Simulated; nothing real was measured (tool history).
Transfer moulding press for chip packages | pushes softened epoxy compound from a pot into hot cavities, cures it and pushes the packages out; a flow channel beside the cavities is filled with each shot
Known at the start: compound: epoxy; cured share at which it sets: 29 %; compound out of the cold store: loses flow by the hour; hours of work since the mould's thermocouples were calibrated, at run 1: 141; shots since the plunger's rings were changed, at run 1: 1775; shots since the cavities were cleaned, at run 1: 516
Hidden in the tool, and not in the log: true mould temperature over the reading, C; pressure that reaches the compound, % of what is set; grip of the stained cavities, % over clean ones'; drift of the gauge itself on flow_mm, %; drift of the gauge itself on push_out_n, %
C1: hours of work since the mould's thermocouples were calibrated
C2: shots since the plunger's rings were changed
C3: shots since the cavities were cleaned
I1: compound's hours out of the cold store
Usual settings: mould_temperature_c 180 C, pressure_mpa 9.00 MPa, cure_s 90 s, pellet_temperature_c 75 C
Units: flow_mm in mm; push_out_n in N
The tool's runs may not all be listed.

Run 1, hour 0.0: usual settings; C1 141; C2 1775; C3 516; I1 26.8. Result: flow_mm 716 mm, push_out_n 274 N.
At hour 15.0: cavities cleaned with cleaning compound and waxed.
Run 2, hour 41.6: usual settings but pressure_mpa 8.97 MPa; C1 162; C2 2152; C3 250; I1 13.2. Result: flow_mm 729 mm, push_out_n 333 N.
Run 3, hour 71.7: usual settings but pressure_mpa 8.97 MPa; C1 178; C2 2435; C3 533; I1 20.8. Result: flow_mm 704 mm, push_out_n 346 N.
At hour 84.3: cavities cleaned with cleaning compound and waxed.
Run 4, hour 96.7: usual settings but mould_temperature_c 179 C; C1 190; C2 2656; C3 116; I1 47.4. Result: flow_mm 663 mm, push_out_n 238 N.
Run 5, hour 126.3: usual settings but mould_temperature_c 179 C; C1 205; C2 2935; C3 395; I1 38.9. Result: flow_mm 671 mm, push_out_n 274 N.
At hour 154.3: cavities cleaned with cleaning compound and waxed.
Run 6, hour 178.0: usual settings; C1 232; C2 3407; C3 223; I1 11.3. Result: flow_mm 726 mm, push_out_n 254 N.
Run 7, hour 204.8: usual settings; C1 245; C2 3659; C3 475; I1 31.1. Result: flow_mm 674 mm, push_out_n 282 N.
At hour 225.5: cavities cleaned with cleaning compound and waxed.
At hour 237.3: plunger's sealing rings changed.
At hour 245.7: cavities cleaned with cleaning compound and waxed, once more.
Run 8, hour 252.0: usual settings; C1 267; C2 124; C3 59; I1 29.2. Result: flow_mm 732 mm, push_out_n 217 N.
Run 9, hour 298.0: usual settings but pressure_mpa 8.92 MPa; C1 291; C2 557; C3 492; I1 21.8. Result: flow_mm 733 mm, push_out_n 277 N.
At hour 316.4: cavities cleaned with cleaning compound and waxed.
Run 10, hour 333.2: usual settings; C1 309; C2 874; C3 158; I1 36.9. Result: flow_mm 698 mm, push_out_n 231 N.
Run 11, hour 375.5: usual settings; C1 330; C2 1272; C3 556; I1 8.5. Result: flow_mm 751 mm, push_out_n 289 N.
At hour 387.4: cavities cleaned with cleaning compound and waxed.
Run 12, hour 420.9: usual settings; C1 353; C2 1685; C3 315; I1 42.2. Result: flow_mm 683 mm, push_out_n 247 N.
Run 13, hour 441.9: usual settings but mould_temperature_c 185 C, pressure_mpa 7.24 MPa, cure_s 83 s; C1 364; C2 1883; C3 513; I1 18.0. Result: flow_mm 640 mm, push_out_n 245 N.
At hour 457.8: cavities cleaned with cleaning compound and waxed.
Run 14, hour 465.1: usual settings but pressure_mpa 9.38 MPa, cure_s 114 s, pellet_temperature_c 85 C; C1 376; C2 2087; C3 69; I1 47.4. Result: flow_mm 674 mm, push_out_n 178 N.
Run 15, hour 497.7: usual settings but pressure_mpa 7.81 MPa, pellet_temperature_c 66 C; C1 392; C2 2393; C3 375; I1 18.9. Result: flow_mm 670 mm, push_out_n 266 N.
At hour 528.0: cavities cleaned with cleaning compound and waxed.
Run 16, hour 544.6: usual settings but pressure_mpa 7.22 MPa, pellet_temperature_c 80 C; C1 416; C2 2820; C3 156; I1 13.1. Result: flow_mm 652 mm, push_out_n 236 N.
Run 17, hour 570.3: usual settings but mould_temperature_c 178 C, pressure_mpa 8.16 MPa, cure_s 127 s, pellet_temperature_c 80 C; C1 429; C2 3062; C3 398; I1 19.9. Result: flow_mm 681 mm, push_out_n 209 N.
At hour 600.6: cavities cleaned with cleaning compound and waxed.
Run 18, hour 608.5: usual settings but mould_temperature_c 182 C; C1 448; C2 3408; C3 74; I1 43.8. Result: flow_mm 652 mm, push_out_n 197 N.
Run 19, hour 652.2: usual settings but mould_temperature_c 179 C, pressure_mpa 8.97 MPa, pellet_temperature_c 82 C; C1 471; C2 3819; C3 485; I1 36.1. Result: flow_mm 671 mm, push_out_n 275 N.

Measured less the same run without the tool's hidden state. The same run-to-run variation is in both; the gauge's scatter may not be:
run  flow_mm  push_out_n
  1      -25         +60
  2      -30        +115
  3      -34        +120
  4      -35         +16
  5      -39         +49
  6      -49         +32
  7      -49         +59
  8       -4          +6
  9      -10         +57
 10      -14         +19
 11      -21         +63
 12      -24         +37
 13      -24         +52
 14      -29          +7
 15      -32         +43
 16      -38         +18
 17      -43         +42
 18      -46          +7
 19      -53         +51

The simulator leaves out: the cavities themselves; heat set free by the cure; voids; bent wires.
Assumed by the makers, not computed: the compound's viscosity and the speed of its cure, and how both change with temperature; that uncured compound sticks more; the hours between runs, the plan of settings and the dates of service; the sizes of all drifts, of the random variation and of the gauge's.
